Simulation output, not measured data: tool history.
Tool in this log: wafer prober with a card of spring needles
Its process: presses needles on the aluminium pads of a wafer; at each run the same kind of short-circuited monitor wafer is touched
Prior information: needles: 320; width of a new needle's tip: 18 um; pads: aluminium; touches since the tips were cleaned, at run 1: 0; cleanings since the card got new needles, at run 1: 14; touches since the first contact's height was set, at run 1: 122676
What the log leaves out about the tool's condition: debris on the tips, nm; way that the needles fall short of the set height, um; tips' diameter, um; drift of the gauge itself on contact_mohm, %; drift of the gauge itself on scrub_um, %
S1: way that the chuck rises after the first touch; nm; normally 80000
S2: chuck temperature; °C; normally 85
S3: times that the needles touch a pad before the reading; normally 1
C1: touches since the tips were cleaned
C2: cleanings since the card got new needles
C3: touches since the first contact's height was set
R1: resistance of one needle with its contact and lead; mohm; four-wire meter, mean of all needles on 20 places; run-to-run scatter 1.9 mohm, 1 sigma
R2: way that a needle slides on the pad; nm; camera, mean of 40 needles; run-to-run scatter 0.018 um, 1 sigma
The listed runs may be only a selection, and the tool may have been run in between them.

run   hour     S1   S2  S3    C1  C2      C3   R1     R2
  1    0.0  80000   85   1     0  14  122676  194  13700
  2   14.7  80000   85   2  4853  14  127529  198  13670
      22.6  -- tips cleaned on abrasive film
  3   33.4  80000   85   2  3583  15  133691  201  13710
      44.1  -- tips cleaned on abrasive film
  4   49.1  80000   85   2  1639  16  138832  198  13700
  5   63.9  80000   85   1  6508  16  143701  201  13690
      66.6  -- tips cleaned on abrasive film
      71.9  -- height of the first contact set anew
  6   78.3  80000   85   1  3769  17    2110  198  13670
      89.3  -- tips cleaned on abrasive film
  7   89.3  80000   28   1     0  18    5712  181  13700
  8  103.6  80000   28   1  4697  18   10409  188  13690
     111.3  -- tips cleaned on abrasive film
  9  115.3  80000   85   1  1349  19   14269  196  13720
 10  132.1  80000   85   2  6872  19   19792  202  13680
     133.0  -- tips cleaned on abrasive film
 11  141.2  80000   85   2  2700  20   22773  201  13700
 12  153.6  80000   85   2  6806  20   26879  199  13700
     154.9  -- tips cleaned on abrasive film
 13  164.9  80000   85   2  3301  21   30563  200  13720
 14  175.2  76000   85   1  6708  21   33970  202  13020
     177.8  -- tips cleaned on abrasive film
 15  187.8  76000   85   3  3292  22   38090  201  13000
     200.3  -- tips cleaned on abrasive film
 16  201.0  76000   85   3   208  23   42423  198  13040
 17  209.1  99000   85   1  2894  23   45109  198  16960
     223.2  -- tips cleaned on abrasive film
 18  224.5  99000   85   2   423  24   50160  197  16920
 19  243.7  99000   85   2  6772  24   56509  198  16960
     244.9  -- tips cleaned on abrasive film
 20  259.7  99000   85   2  4892  25   61772  196  16910
     266.5  -- tips cleaned on abrasive film
 21  275.2  99000   85   2  2869  26   66830  198  16990
     288.2  -- tips cleaned on abrasive film
 22  289.4  72000   85   2   393  27   71497  201  12310
 23  304.5  72000   85   2  5383  27   76487  201  12320
     311.2  -- tips cleaned on abrasive film
 24  316.1  92000   73   2  1620  28   80293  191  15750
 25  331.6  90000   46   1  6743  28   85416  188  15380
     334.3  -- tips cleaned on abrasive film
 26  341.3  72000   85   2  2292  29   88571  201  12300
 27  350.3  92000  100   3  5280  29   91559  200  15780
     356.6  -- tips cleaned on abrasive film
 28  369.4  92000   39   2  4219  30   97815  188  15740
     378.1  -- tips cleaned on abrasive film
 29  378.1  69000   85   3     0  31  100678  201  11820
 30  395.7  71000   43   1  5790  31  106468  190  12130
     400.3  -- tips cleaned on abrasive film
 31  405.4  89000   43   1  1712  32  109664  189  15230
     422.2  -- tips cleaned on abrasive film
 32  424.9  89000   49   3   881  33  116060  189  15190
 33  440.3  62000   62   1  5984  33  121163  201  10640
     445.3  -- tips cleaned on abrasive film
 34  448.6  69000   85   1  1078  34  123848  200  11770

Predict each of these 3 candidate next runs independently; none follows another, all start after run 34:
  A  465.4  73000  25   1  6652  34  129422   ?   ?
  B  465.4  80000  85   2  6652  34  129422   ?   ?
  C  465.4  80000  69   3  6652  34  129422   ?   ?

run   R1     R2
  A  189  12470
  B  198  13710
  C  195  13690
The same runs, with their run-to-run variation unchanged, on a tool lacking any hidden condition would have given:
run   R1     R2
  A  187  12470
  B  198  13710
  C  195  13690
